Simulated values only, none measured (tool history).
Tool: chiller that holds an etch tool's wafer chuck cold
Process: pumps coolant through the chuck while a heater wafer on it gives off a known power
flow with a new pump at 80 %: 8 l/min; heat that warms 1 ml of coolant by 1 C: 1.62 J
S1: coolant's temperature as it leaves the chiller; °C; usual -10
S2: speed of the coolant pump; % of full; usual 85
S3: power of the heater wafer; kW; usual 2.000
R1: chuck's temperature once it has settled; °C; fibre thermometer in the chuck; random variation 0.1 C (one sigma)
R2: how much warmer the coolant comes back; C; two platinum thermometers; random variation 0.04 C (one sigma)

run 1 hour=0.0 | S1=-10 S2=85 S3=2.000 | R1=8.1 R2=8.67
run 2 hour=38.5 | S1=-10 S2=79 S3=2.000 | R1=9.5 R2=9.47
run 3 hour=99.6 | S1=-10 S2=79 S3=2.000 | R1=9.4 R2=9.41
run 4 hour=146.5 | S1=-10 S2=79 S3=2.000 | R1=9.3 R2=9.48
run 5 hour=193.0 | S1=-10 S2=79 S3=2.000 | R1=9.3 R2=9.48
-- hour=211.2 chiller's thermometer calibrated
run 6 hour=259.5 | S1=-10 S2=79 S3=2.000 | R1=9.5 R2=9.59
run 7 hour=324.3 | S1=-10 S2=79 S3=2.000 | R1=9.4 R2=9.49
run 8 hour=394.3 | S1=-10 S2=79 S3=2.000 | R1=9.6 R2=9.49
run 9 hour=437.4 | S1=-10 S2=79 S3=2.000 | R1=9.5 R2=9.51
run 10 hour=497.6 | S1=-10 S2=79 S3=2.000 | R1=9.5 R2=9.47
run 11 hour=554.0 | S1=-10 S2=85 S3=2.000 | R1=8.3 R2=8.65
run 12 hour=591.7 | S1=-10 S2=85 S3=2.000 | R1=8.3 R2=8.75
run 13 hour=645.7 | S1=-10 S2=85 S3=2.000 | R1=8.2 R2=8.77
run 14 hour=694.9 | S1=-10 S2=85 S3=2.000 | R1=8.2 R2=8.71
run 15 hour=753.6 | S1=-12 S2=79 S3=1.240 | R1=0.2 R2=5.88
-- hour=762.8 coolant pump overhauled
run 16 hour=824.2 | S1=-8 S2=68 S3=1.240 | R1=6.1 R2=7.05
run 17 hour=861.0 | S1=-7 S2=98 S3=1.028 | R1=1.1 R2=3.82
run 18 hour=921.9 | S1=-7 S2=98 S3=1.028 | R1=0.9 R2=3.84
-- hour=975.3 coolant pump overhauled, once more
run 19 hour=975.3 | S1=-17 S2=85 S3=1.777 | R1=-1.0 R2=7.68
run 20 hour=1038.6 | S1=-17 S2=85 S3=1.777 | R1=-1.0 R2=7.69
run 21 hour=1102.5 | S1=-17 S2=66 S3=1.777 | R1=3.6 R2=10.21
run 22 hour=1169.5 | S1=-1 S2=89 S3=2.290 | R1=18.7 R2=9.38

Run 23 comes next. What will it give?
run 23 hour=1244.7 | S1=-1 S2=89 S3=2.062 | R1=? R2=?

R1: 16.8 °C
R2: 8.42 C
Without the tool's hidden state the same run would have given R1 16.5 °C, R2 8.43 C.

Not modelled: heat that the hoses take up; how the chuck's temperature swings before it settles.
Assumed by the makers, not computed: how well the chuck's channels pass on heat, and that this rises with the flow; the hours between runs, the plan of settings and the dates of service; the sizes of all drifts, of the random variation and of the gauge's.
